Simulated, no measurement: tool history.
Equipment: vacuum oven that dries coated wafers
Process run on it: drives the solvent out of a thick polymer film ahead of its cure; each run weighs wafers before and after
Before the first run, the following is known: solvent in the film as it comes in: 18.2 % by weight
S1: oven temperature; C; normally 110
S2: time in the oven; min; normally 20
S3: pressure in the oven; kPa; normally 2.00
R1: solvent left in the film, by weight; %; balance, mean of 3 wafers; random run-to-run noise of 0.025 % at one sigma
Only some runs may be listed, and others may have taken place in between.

Run 1, hour 0.0: usual settings. Result: R1 3.05 %.
Run 2, hour 41.2: usual settings. Result: R1 3.06 %.
Run 3, hour 93.1: usual settings but S3 3.11 kPa. Result: R1 3.89 %.
Run 4, hour 166.4: usual settings but S3 3.11 kPa. Result: R1 3.87 %.
Run 5, hour 207.8: usual settings but S3 3.11 kPa. Result: R1 3.91 %.
Run 6, hour 261.7: usual settings but S3 3.11 kPa. Result: R1 3.90 %.
Run 7, hour 331.6: usual settings but S3 2.80 kPa. Result: R1 3.69 %.
Run 8, hour 385.3: usual settings. Result: R1 3.04 %.

The next listed run, before its measurement:
Run 9, hour 464.0: usual settings but S1 124 C, S2 14 min. Result: R1 ?.

Run 9 gave R1 2.11 %.
If the tool had no hidden condition, the same run with the same run-to-run variation would have returned R1 2.14 %.
